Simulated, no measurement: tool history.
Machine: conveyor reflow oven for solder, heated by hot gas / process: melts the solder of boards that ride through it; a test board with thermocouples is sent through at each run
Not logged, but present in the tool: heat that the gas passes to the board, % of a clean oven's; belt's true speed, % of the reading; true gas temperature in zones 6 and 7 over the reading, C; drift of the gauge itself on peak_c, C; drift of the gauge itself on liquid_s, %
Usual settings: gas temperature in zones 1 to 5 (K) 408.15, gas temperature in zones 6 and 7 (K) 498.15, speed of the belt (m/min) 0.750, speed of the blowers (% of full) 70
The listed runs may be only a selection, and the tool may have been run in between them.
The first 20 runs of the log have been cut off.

run	hour	gas temperature in zones 1 to 5 (K)	gas temperature in zones 6 and 7 (K)	speed of the belt (m/min)	speed of the blowers (% of full)	hours of work since the flux was cleaned out	hours of work since the belt drive was overhauled	hours of work since the thermocouples were changed	highest temperature of the board (K)	time above the solder's melting point (s)
21	492.4	417.15	498.15	0.879	70	84	569	363	480.55	31.70
22	525.5	417.15	498.15	0.879	70	109	594	388	480.65	31.62
23	554.1	416.15	493.15	0.799	51	131	615	409	474.55	29.00
24	576.4	416.15	493.15	0.623	64	147	632	426	483.35	49.29
25	591.1	416.15	493.15	0.623	64	159	643	437	483.25	49.12
26	611.4	416.15	493.15	0.623	64	174	658	453	483.25	49.28
27	637.2	419.15	493.15	0.736	64	193	678	472	479.95	38.86
28	664.7	420.15	488.15	0.750	56	214	698	493	473.55	32.31
29	680.4	420.15	492.15	0.750	55	226	710	505	476.65	35.16
# hour 707.8: flux residue cleaned out of gas plates and filters
30	708.4	420.15	492.15	0.750	55	1	727	522	477.65	35.87

Branching from run 30: 5 alternative next runs. What would each branch give?
A	736.5	408.15	498.15	0.750	52	22	749	543	?	?
B	736.5	420.15	493.15	0.825	52	22	749	543	?	?
C	736.5	420.15	492.15	0.790	66	22	749	543	?	?
D	736.5	420.15	492.15	0.668	68	22	749	543	?	?
E	736.5	416.15	492.15	0.774	75	22	749	543	?	?

run	highest temperature of the board (K)	time above the solder's melting point (s)
A	479.15	33.66
B	474.65	29.39
C	477.85	35.06
D	482.05	46.31
E	479.25	36.26
Without the tool's unlogged condition, the same runs would have read:
run	highest temperature of the board (K)	time above the solder's melting point (s)
A	480.25	34.22
B	475.65	30.03
C	479.05	35.61
D	483.25	46.76
E	480.45	36.79

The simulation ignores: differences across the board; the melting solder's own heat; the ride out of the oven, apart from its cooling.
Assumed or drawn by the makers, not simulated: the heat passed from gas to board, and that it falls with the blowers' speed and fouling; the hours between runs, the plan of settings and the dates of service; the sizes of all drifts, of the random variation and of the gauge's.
